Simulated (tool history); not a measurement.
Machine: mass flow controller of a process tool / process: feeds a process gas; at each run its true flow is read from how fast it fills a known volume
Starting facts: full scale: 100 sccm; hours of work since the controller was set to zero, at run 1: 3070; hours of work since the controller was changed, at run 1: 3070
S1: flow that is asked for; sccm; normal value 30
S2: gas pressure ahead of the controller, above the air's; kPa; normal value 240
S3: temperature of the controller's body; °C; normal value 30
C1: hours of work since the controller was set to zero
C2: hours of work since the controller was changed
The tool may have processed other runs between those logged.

run 1 hour=0.0 | S1=30 S2=240 S3=30 | C1=3070 C2=3070 | true_flow_(%)=99.89
run 2 hour=140.7 | S1=30 S2=241 S3=30 | C1=3172 C2=3172 | true_flow_(%)=100.07
run 3 hour=411.4 | S1=53 S2=240 S3=30 | C1=3367 C2=3367 | true_flow_(%)=99.55
run 4 hour=540.2 | S1=26 S2=240 S3=30 | C1=3460 C2=3460 | true_flow_(%)=100.40
run 5 hour=791.3 | S1=23 S2=240 S3=30 | C1=3642 C2=3642 | true_flow_(%)=100.95
run 6 hour=977.7 | S1=30 S2=173 S3=30 | C1=3776 C2=3776 | true_flow_(%)=100.02
run 7 hour=1210.1 | S1=71 S2=240 S3=30 | C1=3944 C2=3944 | true_flow_(%)=99.71
run 8 hour=1462.8 | S1=71 S2=240 S3=21 | C1=4127 C2=4127 | true_flow_(%)=100.20
run 9 hour=1597.3 | S1=71 S2=240 S3=21 | C1=4224 C2=4224 | true_flow_(%)=99.99
run 10 hour=1815.8 | S1=71 S2=240 S3=21 | C1=4382 C2=4382 | true_flow_(%)=100.05
run 11 hour=1972.6 | S1=71 S2=240 S3=21 | C1=4495 C2=4495 | true_flow_(%)=100.16
run 12 hour=2177.8 | S1=71 S2=240 S3=21 | C1=4643 C2=4643 | true_flow_(%)=100.18
run 13 hour=2399.0 | S1=71 S2=240 S3=21 | C1=4803 C2=4803 | true_flow_(%)=100.18
-- hour=2495.3 controller's zero set anew
run 14 hour=2572.4 | S1=27 S2=203 S3=26 | C1=56 C2=4928 | true_flow_(%)=102.28
run 15 hour=2743.7 | S1=27 S2=203 S3=26 | C1=179 C2=5052 | true_flow_(%)=102.34
run 16 hour=2938.9 | S1=29 S2=240 S3=30 | C1=320 C2=5193 | true_flow_(%)=102.30
run 17 hour=3157.7 | S1=75 S2=145 S3=36 | C1=478 C2=5351 | true_flow_(%)=99.69
run 18 hour=3420.4 | S1=28 S2=222 S3=30 | C1=668 C2=5540 | true_flow_(%)=102.46
run 19 hour=3695.8 | S1=28 S2=222 S3=30 | C1=867 C2=5739 | true_flow_(%)=102.62
run 20 hour=3878.9 | S1=28 S2=222 S3=30 | C1=999 C2=5872 | true_flow_(%)=102.73
-- hour=4019.0 controller's zero set anew, once more
run 21 hour=4028.3 | S1=28 S2=144 S3=22 | C1=7 C2=5979 | true_flow_(%)=97.21
run 22 hour=4158.7 | S1=42 S2=190 S3=31 | C1=101 C2=6073 | true_flow_(%)=97.41
run 23 hour=4326.3 | S1=47 S2=240 S3=28 | C1=222 C2=6194 | true_flow_(%)=97.84
run 24 hour=4615.7 | S1=47 S2=240 S3=28 | C1=431 C2=6403 | true_flow_(%)=97.94

Each row is a separate what-if for the run after 24, all from the same tool condition, not one after another. Results?
run A hour=4830.3 | S1=23 S2=143 S3=21 | C1=586 C2=6558 | true_flow_(%)=?
run B hour=4830.3 | S1=30 S2=201 S3=30 | C1=586 C2=6558 | true_flow_(%)=?
run C hour=4830.3 | S1=95 S2=240 S3=28 | C1=586 C2=6558 | true_flow_(%)=?
run D hour=4830.3 | S1=18 S2=230 S3=28 | C1=586 C2=6558 | true_flow_(%)=?

run=A true_flow_(%)=97.53
run=B true_flow_(%)=97.40
run=C true_flow_(%)=98.72
run=D true_flow_(%)=97.75
Stripped of hidden state, with their random variation kept, the same runs would have yielded:
run=A true_flow_(%)=98.18
run=B true_flow_(%)=98.20
run=C true_flow_(%)=99.85
run=D true_flow_(%)=98.23

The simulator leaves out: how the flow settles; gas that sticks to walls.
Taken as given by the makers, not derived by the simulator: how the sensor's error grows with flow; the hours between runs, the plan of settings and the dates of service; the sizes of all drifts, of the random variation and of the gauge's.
